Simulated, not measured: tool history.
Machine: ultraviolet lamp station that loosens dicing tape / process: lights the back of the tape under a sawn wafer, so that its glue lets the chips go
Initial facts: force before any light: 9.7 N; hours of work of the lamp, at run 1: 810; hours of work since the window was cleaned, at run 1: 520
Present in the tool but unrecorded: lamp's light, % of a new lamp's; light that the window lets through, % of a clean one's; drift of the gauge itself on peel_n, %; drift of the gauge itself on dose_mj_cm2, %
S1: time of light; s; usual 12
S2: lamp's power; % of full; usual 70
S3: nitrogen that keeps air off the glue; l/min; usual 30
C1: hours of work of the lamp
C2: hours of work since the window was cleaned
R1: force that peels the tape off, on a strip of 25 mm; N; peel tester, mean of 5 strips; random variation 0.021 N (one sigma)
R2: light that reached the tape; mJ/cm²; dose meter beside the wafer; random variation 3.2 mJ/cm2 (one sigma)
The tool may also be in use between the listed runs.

Run 1, hour 0: usual settings; C1 810; C2 520. Result: R1 2.375 N, R2 294 mJ/cm².
Run 2, hour 24.5: usual settings; C1 825; C2 535. Result: R1 2.422 N, R2 291 mJ/cm².
Run 3, hour 50.6: usual settings; C1 841; C2 551. Result: R1 2.434 N, R2 286 mJ/cm².
At hour 68.5: lamp changed.
Run 4, hour 72.4: usual settings; C1 2; C2 563. Result: R1 1.132 N, R2 462 mJ/cm².
At hour 75.3: window cleaned of glue's vapour.
Run 5, hour 98.7: usual settings; C1 18; C2 14. Result: R1 1.225 N, R2 446 mJ/cm².
Run 6, hour 130.8: usual settings; C1 37; C2 33. Result: R1 1.221 N, R2 438 mJ/cm².
Run 7, hour 157.7: usual settings; C1 53; C2 49. Result: R1 1.25 N, R2 432 mJ/cm².
Run 8, hour 189.8: usual settings; C1 72; C2 68. Result: R1 1.287 N, R2 430 mJ/cm².
Run 9, hour 221.4: usual settings; C1 91; C2 87. Result: R1 1.334 N, R2 427 mJ/cm².
At hour 251: window cleaned of glue's vapour, once more.
Run 10, hour 262.9: usual settings; C1 115; C2 7. Result: R1 1.145 N, R2 455 mJ/cm².
Run 11, hour 291.6: usual settings but S1 22 s; C1 133; C2 24. Result: R1 0.294 N, R2 831 mJ/cm².
Run 12, hour 328.6: usual settings but S1 22 s, S3 37 l/min; C1 155; C2 46. Result: R1 0.254 N, R2 820 mJ/cm².
Run 13, hour 355.4: usual settings but S1 21 s, S2 64 % of full, S3 37 l/min; C1 171; C2 62. Result: R1 0.363 N, R2 703 mJ/cm².
Run 14, hour 387.5: usual settings but S1 8 s, S3 12 l/min; C1 190; C2 81. Result: R1 3.59 N, R2 292 mJ/cm².
Run 15, hour 425.6: usual settings but S1 8 s, S3 12 l/min; C1 213; C2 104. Result: R1 3.762 N, R2 288 mJ/cm².
Run 16, hour 466.6: usual settings but S1 21 s, S2 80 % of full, S3 34 l/min; C1 237; C2 129. Result: R1 0.255 N, R2 851 mJ/cm².
Run 17, hour 490.3: usual settings but S3 13 l/min; C1 251; C2 143. Result: R1 2.3 N, R2 420 mJ/cm².
Run 18, hour 523.7: usual settings but S2 64 % of full, S3 13 l/min; C1 271; C2 163. Result: R1 2.718 N, R2 384 mJ/cm².
Run 19, hour 542: usual settings but S1 7 s, S2 71 % of full, S3 14 l/min; C1 282; C2 174. Result: R1 3.995 N, R2 240 mJ/cm².
Run 20, hour 567.4: usual settings but S1 7 s, S2 80 % of full, S3 33 l/min; C1 297; C2 189. Result: R1 2.51 N, R2 271 mJ/cm².

Run 21, settings as shown, results not yet in. Your forecast:
Run 21, hour 599: usual settings but S1 23 s, S2 66 % of full, S3 16 l/min; C1 316; C2 208. Result: R1 ?, R2 ?.

Run 21 produced R1 0.716 N, R2 723 mJ/cm².
With the hidden condition absent and the run-to-run variation left alone, this run would have shown R1 0.452 N, R2 879 mJ/cm².

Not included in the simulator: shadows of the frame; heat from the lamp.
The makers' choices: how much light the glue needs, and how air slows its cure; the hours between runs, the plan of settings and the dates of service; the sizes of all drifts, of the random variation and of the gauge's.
